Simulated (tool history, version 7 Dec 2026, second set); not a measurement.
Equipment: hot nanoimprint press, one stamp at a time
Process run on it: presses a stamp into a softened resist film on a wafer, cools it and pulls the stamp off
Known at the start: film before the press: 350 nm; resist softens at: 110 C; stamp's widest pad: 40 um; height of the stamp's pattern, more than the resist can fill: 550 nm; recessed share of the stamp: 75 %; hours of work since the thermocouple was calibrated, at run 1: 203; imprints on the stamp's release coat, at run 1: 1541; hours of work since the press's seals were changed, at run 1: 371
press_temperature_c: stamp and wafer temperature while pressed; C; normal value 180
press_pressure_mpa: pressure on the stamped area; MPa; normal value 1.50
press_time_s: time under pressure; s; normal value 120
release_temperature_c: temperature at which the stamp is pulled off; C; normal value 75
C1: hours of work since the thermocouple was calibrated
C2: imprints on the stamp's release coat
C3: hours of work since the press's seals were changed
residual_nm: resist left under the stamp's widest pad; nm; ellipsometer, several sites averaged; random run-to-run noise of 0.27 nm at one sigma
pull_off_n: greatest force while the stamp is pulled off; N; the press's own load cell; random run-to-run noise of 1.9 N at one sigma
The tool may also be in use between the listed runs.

Run 1, day 0.000: usual settings; C1 203; C2 1541; C3 371. Result: residual_nm 142.2 nm, pull_off_n 147 N.
Run 2, day 0.467: usual settings; C1 211; C2 1583; C3 379. Result: residual_nm 142.6 nm, pull_off_n 145 N.
Run 3, day 0.925: usual settings; C1 219; C2 1623; C3 387. Result: residual_nm 142.6 nm, pull_off_n 145 N.
Run 4, day 1.375: usual settings; C1 227; C2 1663; C3 395. Result: residual_nm 143.1 nm, pull_off_n 148 N.
Run 5, day 1.742: usual settings; C1 233; C2 1696; C3 402. Result: residual_nm 143.0 nm, pull_off_n 151 N.
Run 6, day 1.996: usual settings; C1 238; C2 1719; C3 406. Result: residual_nm 142.9 nm, pull_off_n 144 N.
Run 7, day 2.304: usual settings; C1 243; C2 1746; C3 412. Result: residual_nm 143.1 nm, pull_off_n 146 N.
Run 8, day 2.708: usual settings but release_temperature_c 73 C; C1 250; C2 1782; C3 419. Result: residual_nm 143.2 nm, pull_off_n 147 N.
Run 9, day 3.138: usual settings but press_time_s 162 s; C1 258; C2 1820; C3 426. Result: residual_nm 129.5 nm, pull_off_n 148 N.
Run 10, day 3.667: usual settings but press_time_s 162 s; C1 267; C2 1867; C3 436. Result: residual_nm 129.6 nm, pull_off_n 152 N.
Run 11, day 4.004: usual settings but press_time_s 162 s; C1 273; C2 1897; C3 441. Result: residual_nm 129.3 nm, pull_off_n 151 N.
Run 12, day 4.554: usual settings but release_temperature_c 67 C; C1 283; C2 1946; C3 451. Result: residual_nm 143.6 nm, pull_off_n 172 N.
Run 13, day 5.033: usual settings; C1 291; C2 1988; C3 459. Result: residual_nm 143.0 nm, pull_off_n 153 N.
At day 5.858: stamp cleaned and given a new release coat.
Run 14, day 5.858: usual settings; C1 301; C2 0; C3 470. Result: residual_nm 143.4 nm, pull_off_n 120 N.
At day 6.029: plate thermocouple calibrated.
Run 15, day 6.354: usual settings; C1 6; C2 33; C3 476. Result: residual_nm 143.7 nm, pull_off_n 121 N.
Run 16, day 6.917: usual settings but press_temperature_c 189 C; C1 16; C2 82; C3 486. Result: residual_nm 110.6 nm, pull_off_n 121 N.
Run 17, day 7.475: usual settings but press_temperature_c 191 C, release_temperature_c 76 C; C1 25; C2 132; C3 496. Result: residual_nm 104.7 nm, pull_off_n 118 N.
Run 18, day 8.075: usual settings but press_temperature_c 170 C, press_pressure_mpa 1.36 MPa, release_temperature_c 76 C; C1 36; C2 185; C3 506. Result: residual_nm 204.2 nm, pull_off_n 118 N.
Run 19, day 8.371: usual settings but press_temperature_c 187 C, press_pressure_mpa 1.57 MPa, press_time_s 108 s, release_temperature_c 79 C; C1 41; C2 212; C3 512. Result: residual_nm 118.5 nm, pull_off_n 114 N.
Run 20, day 8.683: usual settings but press_temperature_c 187 C, press_pressure_mpa 1.19 MPa, press_time_s 99 s, release_temperature_c 69 C; C1 47; C2 240; C3 517. Result: residual_nm 142.9 nm, pull_off_n 131 N.
Run 21, day 9.158: usual settings but press_temperature_c 187 C, press_pressure_mpa 1.19 MPa, press_time_s 99 s, release_temperature_c 69 C; C1 55; C2 282; C3 525. Result: residual_nm 143.4 nm, pull_off_n 137 N.
Run 22, day 9.758: usual settings but press_pressure_mpa 2.39 MPa; C1 65; C2 335; C3 536. Result: residual_nm 110.5 nm, pull_off_n 124 N.
Run 23, day 10.083: usual settings but press_pressure_mpa 2.39 MPa; C1 71; C2 364; C3 542. Result: residual_nm 110.3 nm, pull_off_n 123 N.
Run 24, day 10.588: usual settings but press_temperature_c 184 C, press_pressure_mpa 1.39 MPa, press_time_s 209 s; C1 80; C2 409; C3 550. Result: residual_nm 110.1 nm, pull_off_n 124 N.
Run 25, day 11.012: usual settings but press_temperature_c 178 C, press_pressure_mpa 1.74 MPa, press_time_s 110 s, release_temperature_c 77 C; C1 87; C2 447; C3 558. Result: residual_nm 144.8 nm, pull_off_n 124 N.
Run 26, day 11.612: usual settings but press_temperature_c 178 C, press_pressure_mpa 1.95 MPa, press_time_s 103 s, release_temperature_c 72 C; C1 98; C2 500; C3 568. Result: residual_nm 139.6 nm, pull_off_n 128 N.
Run 27, day 12.129: usual settings but press_temperature_c 178 C, press_pressure_mpa 1.95 MPa, press_time_s 103 s, release_temperature_c 72 C; C1 107; C2 546; C3 577. Result: residual_nm 139.6 nm, pull_off_n 136 N.
Run 28, day 12.400: usual settings but press_temperature_c 178 C, press_pressure_mpa 1.95 MPa, press_time_s 115 s, release_temperature_c 78 C; C1 112; C2 570; C3 582. Result: residual_nm 134.4 nm, pull_off_n 121 N.
Run 29, day 12.967: usual settings but press_temperature_c 178 C, press_pressure_mpa 1.95 MPa, press_time_s 115 s, release_temperature_c 78 C; C1 122; C2 620; C3 592. Result: residual_nm 134.6 nm, pull_off_n 123 N.

For run 30, what comes out?
Run 30, day 13.546: usual settings but press_temperature_c 178 C, press_pressure_mpa 1.95 MPa, press_time_s 115 s, release_temperature_c 78 C; C1 132; C2 672; C3 602. Result: residual_nm ?, pull_off_n ?.

residual_nm: 135.2 nm
pull_off_n: 122 N
Were there no unlogged condition in the tool, this run, its random variation unchanged, would have produced residual_nm 129.9 nm, pull_off_n 112 N.

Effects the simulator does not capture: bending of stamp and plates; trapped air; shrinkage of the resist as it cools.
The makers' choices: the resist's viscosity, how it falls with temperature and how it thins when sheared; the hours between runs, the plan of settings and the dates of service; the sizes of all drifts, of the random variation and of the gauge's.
